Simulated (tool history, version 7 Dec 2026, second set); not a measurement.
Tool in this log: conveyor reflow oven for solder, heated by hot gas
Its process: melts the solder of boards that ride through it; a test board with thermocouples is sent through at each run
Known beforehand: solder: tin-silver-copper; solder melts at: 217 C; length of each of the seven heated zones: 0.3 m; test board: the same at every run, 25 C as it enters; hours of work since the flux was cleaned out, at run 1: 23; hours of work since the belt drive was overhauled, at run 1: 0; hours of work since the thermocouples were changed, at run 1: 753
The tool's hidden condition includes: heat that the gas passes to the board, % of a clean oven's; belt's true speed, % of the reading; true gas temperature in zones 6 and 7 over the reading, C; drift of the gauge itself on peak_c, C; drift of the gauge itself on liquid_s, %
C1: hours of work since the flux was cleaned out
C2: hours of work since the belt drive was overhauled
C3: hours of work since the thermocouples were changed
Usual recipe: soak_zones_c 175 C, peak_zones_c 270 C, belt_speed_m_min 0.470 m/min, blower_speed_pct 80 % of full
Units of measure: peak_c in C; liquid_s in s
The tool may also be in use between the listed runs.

{"run": 1, "hour": 0.0, "soak_zones_c": 175, "peak_zones_c": 270, "belt_speed_m_min": 0.47, "blower_speed_pct": 80, "C1": 23, "C2": 0, "C3": 753, "peak_c": 249.6, "liquid_s": 55.0}
{"run": 2, "hour": 70.2, "soak_zones_c": 175, "peak_zones_c": 270, "belt_speed_m_min": 0.47, "blower_speed_pct": 80, "C1": 65, "C2": 42, "C3": 795, "peak_c": 249.3, "liquid_s": 54.8}
{"run": 3, "hour": 153.6, "soak_zones_c": 175, "peak_zones_c": 270, "belt_speed_m_min": 0.47, "blower_speed_pct": 80, "C1": 115, "C2": 92, "C3": 845, "peak_c": 249.3, "liquid_s": 54.8}
{"run": 4, "hour": 230.8, "soak_zones_c": 175, "peak_zones_c": 270, "belt_speed_m_min": 0.47, "blower_speed_pct": 80, "C1": 161, "C2": 138, "C3": 891, "peak_c": 248.8, "liquid_s": 54.5}
{"hour": 317.9, "done": "flux residue cleaned out of gas plates and filters"}
{"run": 5, "hour": 323.7, "soak_zones_c": 179, "peak_zones_c": 270, "belt_speed_m_min": 0.47, "blower_speed_pct": 80, "C1": 4, "C2": 191, "C3": 943, "peak_c": 248.5, "liquid_s": 55.9}
{"run": 6, "hour": 377.8, "soak_zones_c": 179, "peak_zones_c": 270, "belt_speed_m_min": 0.47, "blower_speed_pct": 80, "C1": 36, "C2": 223, "C3": 976, "peak_c": 248.4, "liquid_s": 55.7}
{"run": 7, "hour": 471.0, "soak_zones_c": 163, "peak_zones_c": 269, "belt_speed_m_min": 0.47, "blower_speed_pct": 80, "C1": 92, "C2": 279, "C3": 1031, "peak_c": 243.7, "liquid_s": 45.8}
{"hour": 521.4, "done": "thermocouples of zones 6 and 7 changed"}
{"run": 8, "hour": 534.0, "soak_zones_c": 169, "peak_zones_c": 270, "belt_speed_m_min": 0.47, "blower_speed_pct": 89, "C1": 128, "C2": 315, "C3": 7, "peak_c": 250.4, "liquid_s": 54.1}
{"run": 9, "hour": 594.2, "soak_zones_c": 181, "peak_zones_c": 270, "belt_speed_m_min": 0.396, "blower_speed_pct": 89, "C1": 164, "C2": 351, "C3": 43, "peak_c": 257.3, "liquid_s": 76.4}
{"run": 10, "hour": 662.2, "soak_zones_c": 183, "peak_zones_c": 259, "belt_speed_m_min": 0.392, "blower_speed_pct": 80, "C1": 205, "C2": 392, "C3": 84, "peak_c": 246.5, "liquid_s": 69.4}
{"hour": 675.6, "done": "flux residue cleaned out of gas plates and filters"}
{"run": 11, "hour": 725.8, "soak_zones_c": 161, "peak_zones_c": 284, "belt_speed_m_min": 0.413, "blower_speed_pct": 52, "C1": 30, "C2": 427, "C3": 119, "peak_c": 258.6, "liquid_s": 64.7}

Alternative continuations, all from the tool just after run 11; predict every row:
{"hour": 764.8, "done": "flux residue cleaned out of gas plates and filters, once more"}
{"run": "A", "hour": 769.5, "soak_zones_c": 166, "peak_zones_c": 284, "belt_speed_m_min": 0.477, "blower_speed_pct": 52, "C1": 3, "C2": 450, "C3": 142, "peak_c": "?", "liquid_s": "?"}
{"hour": 764.8, "done": "flux residue cleaned out of gas plates and filters, once more"}
{"run": "B", "hour": 769.5, "soak_zones_c": 177, "peak_zones_c": 270, "belt_speed_m_min": 0.487, "blower_speed_pct": 80, "C1": 3, "C2": 450, "C3": 142, "peak_c": "?", "liquid_s": "?"}
{"hour": 764.8, "done": "flux residue cleaned out of gas plates and filters, once more"}
{"run": "C", "hour": 769.5, "soak_zones_c": 179, "peak_zones_c": 284, "belt_speed_m_min": 0.47, "blower_speed_pct": 80, "C1": 3, "C2": 450, "C3": 142, "peak_c": "?", "liquid_s": "?"}

run=A peak_c=253.1 liquid_s=52.9
run=B peak_c=250.8 liquid_s=55.1
run=C peak_c=264.4 liquid_s=66.4
Had the tool no hidden state, the same runs would have come out as:
run=A peak_c=253.5 liquid_s=52.5
run=B peak_c=251.3 liquid_s=54.8
run=C peak_c=264.9 liquid_s=65.9

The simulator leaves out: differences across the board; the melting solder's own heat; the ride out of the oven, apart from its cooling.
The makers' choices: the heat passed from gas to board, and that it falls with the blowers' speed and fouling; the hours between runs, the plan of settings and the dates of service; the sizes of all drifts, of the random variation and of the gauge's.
